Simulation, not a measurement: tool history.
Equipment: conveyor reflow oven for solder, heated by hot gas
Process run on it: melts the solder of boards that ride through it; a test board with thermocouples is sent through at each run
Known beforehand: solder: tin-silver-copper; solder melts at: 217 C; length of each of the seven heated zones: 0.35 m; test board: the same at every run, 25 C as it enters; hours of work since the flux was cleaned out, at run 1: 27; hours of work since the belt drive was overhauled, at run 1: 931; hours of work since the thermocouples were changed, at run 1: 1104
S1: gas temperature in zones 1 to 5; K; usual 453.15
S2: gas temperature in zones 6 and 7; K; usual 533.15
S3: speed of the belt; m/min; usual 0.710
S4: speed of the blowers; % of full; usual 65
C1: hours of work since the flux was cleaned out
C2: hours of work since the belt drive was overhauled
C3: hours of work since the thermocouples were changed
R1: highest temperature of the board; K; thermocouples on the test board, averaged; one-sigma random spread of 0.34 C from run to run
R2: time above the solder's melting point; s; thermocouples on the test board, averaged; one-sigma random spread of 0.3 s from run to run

Run 1, day 0.000: usual settings; C1 27; C2 931; C3 1104. Result: R1 518.45 K, R2 42.9 s.
Run 2, day 2.104: usual settings; C1 56; C2 960; C3 1133. Result: R1 518.65 K, R2 42.8 s.
Run 3, day 3.512: usual settings; C1 76; C2 979; C3 1152. Result: R1 517.95 K, R2 42.2 s.
Run 4, day 4.967: usual settings; C1 96; C2 999; C3 1172. Result: R1 518.55 K, R2 42.9 s.
Run 5, day 6.500: usual settings; C1 117; C2 1020; C3 1193. Result: R1 518.15 K, R2 42.5 s.
Run 6, day 8.762: usual settings; C1 148; C2 1051; C3 1225. Result: R1 517.55 K, R2 41.9 s.
Run 7, day 11.154: usual settings; C1 181; C2 1084; C3 1258. Result: R1 517.55 K, R2 41.6 s.
Run 8, day 14.183: usual settings; C1 223; C2 1126; C3 1299. Result: R1 516.85 K, R2 41.7 s.
Run 9, day 16.300: usual settings; C1 252; C2 1155; C3 1328. Result: R1 517.15 K, R2 40.7 s.
At day 17.129: thermocouples of zones 6 and 7 changed.
Run 10, day 19.492: usual settings; C1 295; C2 1198; C3 33. Result: R1 518.65 K, R2 42.8 s.
Run 11, day 21.804: usual settings; C1 326; C2 1230; C3 64. Result: R1 518.35 K, R2 42.3 s.
At day 23.092: flux residue cleaned out of gas plates and filters.
Run 12, day 23.754: usual settings; C1 9; C2 1254; C3 88. Result: R1 517.25 K, R2 40.1 s.
Run 13, day 26.654: usual settings; C1 49; C2 1294; C3 128. Result: R1 515.85 K, R2 39.6 s.
Run 14, day 29.667: usual settings; C1 91; C2 1335; C3 170. Result: R1 515.65 K, R2 39.7 s.
Run 15, day 32.633: usual settings but S2 545.15 K; C1 131; C2 1376; C3 211. Result: R1 525.85 K, R2 45.7 s.
Run 16, day 34.254: usual settings but S2 545.15 K; C1 154; C2 1398; C3 233. Result: R1 525.15 K, R2 45.1 s.
Run 17, day 36.488: usual settings but S1 457.15 K, S2 528.15 K, S3 0.688 m/min; C1 185; C2 1429; C3 264. Result: R1 512.95 K, R2 39.7 s.

Predict the results of run 18:
At day 38.925: flux residue cleaned out of gas plates and filters, once more.
Run 18, day 39.325: usual settings but S1 454.15 K, S2 544.15 K, S4 84 % of full; C1 6; C2 1465; C3 300. Result: R1 ?, R2 ?.

Run 18 came out at R1 533.85 K, R2 51.2 s.
Take away the tool's hidden state, keep the run-to-run variation as it was, and the same run would have given R1 533.75 K, R2 50.5 s.
